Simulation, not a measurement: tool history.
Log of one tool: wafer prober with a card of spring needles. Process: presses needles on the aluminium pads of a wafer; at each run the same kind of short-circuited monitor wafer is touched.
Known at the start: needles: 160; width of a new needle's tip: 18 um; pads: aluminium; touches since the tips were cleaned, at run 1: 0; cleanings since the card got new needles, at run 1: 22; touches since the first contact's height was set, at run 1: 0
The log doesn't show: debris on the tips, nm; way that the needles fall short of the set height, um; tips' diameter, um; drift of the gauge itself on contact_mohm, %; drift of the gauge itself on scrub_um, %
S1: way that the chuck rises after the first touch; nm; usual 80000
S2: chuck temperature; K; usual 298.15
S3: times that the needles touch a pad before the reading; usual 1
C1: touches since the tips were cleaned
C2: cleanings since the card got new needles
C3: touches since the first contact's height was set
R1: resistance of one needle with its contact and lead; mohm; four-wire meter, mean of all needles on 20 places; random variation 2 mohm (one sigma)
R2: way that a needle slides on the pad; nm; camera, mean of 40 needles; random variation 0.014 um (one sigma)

{"run": 1, "hour": 0.0, "S1": 80000, "S2": 298.15, "S3": 1, "C1": 0, "C2": 22, "C3": 0, "R1": 216, "R2": 17910}
{"run": 2, "hour": 6.4, "S1": 80000, "S2": 298.15, "S3": 2, "C1": 3065, "C2": 22, "C3": 3065, "R1": 226, "R2": 17930}
{"hour": 16.9, "done": "tips cleaned on abrasive film"}
{"run": 3, "hour": 17.9, "S1": 80000, "S2": 298.15, "S3": 2, "C1": 475, "C2": 23, "C3": 8542, "R1": 216, "R2": 17920}
{"run": 4, "hour": 22.9, "S1": 80000, "S2": 298.15, "S3": 2, "C1": 2904, "C2": 23, "C3": 10971, "R1": 229, "R2": 17910}
{"run": 5, "hour": 32.5, "S1": 80000, "S2": 298.15, "S3": 1, "C1": 7496, "C2": 23, "C3": 15563, "R1": 241, "R2": 17890}
{"hour": 33.9, "done": "tips cleaned on abrasive film"}
{"run": 6, "hour": 39.0, "S1": 80000, "S2": 298.15, "S3": 2, "C1": 2445, "C2": 24, "C3": 18651, "R1": 226, "R2": 17860}
{"run": 7, "hour": 44.1, "S1": 80000, "S2": 298.15, "S3": 2, "C1": 4904, "C2": 24, "C3": 21110, "R1": 229, "R2": 17860}
{"hour": 50.6, "done": "tips cleaned on abrasive film"}
{"run": 8, "hour": 55.2, "S1": 83000, "S2": 298.15, "S3": 1, "C1": 2210, "C2": 25, "C3": 26395, "R1": 233, "R2": 18530}
{"run": 9, "hour": 66.3, "S1": 83000, "S2": 298.15, "S3": 1, "C1": 7513, "C2": 25, "C3": 31698, "R1": 238, "R2": 18520}
{"hour": 67.5, "done": "tips cleaned on abrasive film"}
{"run": 10, "hour": 72.0, "S1": 80000, "S2": 298.15, "S3": 1, "C1": 2158, "C2": 26, "C3": 34393, "R1": 234, "R2": 17820}
{"run": 11, "hour": 77.5, "S1": 93000, "S2": 298.15, "S3": 1, "C1": 4820, "C2": 26, "C3": 37055, "R1": 233, "R2": 20740}
{"hour": 84.3, "done": "tips cleaned on abrasive film"}
{"run": 12, "hour": 85.2, "S1": 93000, "S2": 298.15, "S3": 1, "C1": 443, "C2": 27, "C3": 40680, "R1": 218, "R2": 20730}
{"run": 13, "hour": 95.9, "S1": 93000, "S2": 298.15, "S3": 1, "C1": 5577, "C2": 27, "C3": 45814, "R1": 234, "R2": 20690}
{"hour": 101.6, "done": "tips cleaned on abrasive film"}
{"run": 14, "hour": 106.3, "S1": 93000, "S2": 298.15, "S3": 1, "C1": 2276, "C2": 28, "C3": 50780, "R1": 227, "R2": 20690}
{"run": 15, "hour": 112.1, "S1": 93000, "S2": 298.15, "S3": 1, "C1": 5046, "C2": 28, "C3": 53550, "R1": 234, "R2": 20670}
{"hour": 118.6, "done": "tips cleaned on abrasive film"}
{"run": 16, "hour": 123.9, "S1": 61000, "S2": 298.15, "S3": 1, "C1": 2541, "C2": 29, "C3": 59197, "R1": 252, "R2": 13500}
{"run": 17, "hour": 128.8, "S1": 61000, "S2": 298.15, "S3": 1, "C1": 4902, "C2": 29, "C3": 61558, "R1": 261, "R2": 13520}
{"hour": 136.2, "done": "tips cleaned on abrasive film"}
{"run": 18, "hour": 138.7, "S1": 61000, "S2": 338.15, "S3": 1, "C1": 1194, "C2": 30, "C3": 66244, "R1": 249, "R2": 13500}
{"run": 19, "hour": 150.0, "S1": 61000, "S2": 363.15, "S3": 1, "C1": 6605, "C2": 30, "C3": 71655, "R1": 270, "R2": 13470}
{"hour": 154.0, "done": "tips cleaned on abrasive film"}
{"run": 20, "hour": 155.4, "S1": 61000, "S2": 363.15, "S3": 1, "C1": 688, "C2": 31, "C3": 74226, "R1": 248, "R2": 13450}
{"run": 21, "hour": 162.3, "S1": 72000, "S2": 298.15, "S3": 3, "C1": 4018, "C2": 31, "C3": 77556, "R1": 226, "R2": 15920}
{"run": 22, "hour": 168.4, "S1": 99000, "S2": 298.15, "S3": 1, "C1": 6907, "C2": 31, "C3": 80445, "R1": 236, "R2": 21930}
{"hour": 171.2, "done": "tips cleaned on abrasive film"}
{"run": 23, "hour": 175.6, "S1": 69000, "S2": 298.15, "S3": 1, "C1": 2097, "C2": 32, "C3": 83863, "R1": 240, "R2": 15220}
{"run": 24, "hour": 185.7, "S1": 69000, "S2": 298.15, "S3": 1, "C1": 6939, "C2": 32, "C3": 88705, "R1": 255, "R2": 15230}
{"hour": 188.4, "done": "tips cleaned on abrasive film"}
{"run": 25, "hour": 193.2, "S1": 69000, "S2": 298.15, "S3": 1, "C1": 2330, "C2": 33, "C3": 92299, "R1": 244, "R2": 15190}

Forecast run 26:
{"run": 26, "hour": 198.9, "S1": 69000, "S2": 298.15, "S3": 1, "C1": 5049, "C2": 33, "C3": 95018, "R1": "?", "R2": "?"}

{"run 26": {"R1": 248, "R2": 15200}}
Without the tool's hidden state the same run would have given R1 209 mohm, R2 15450 nm.
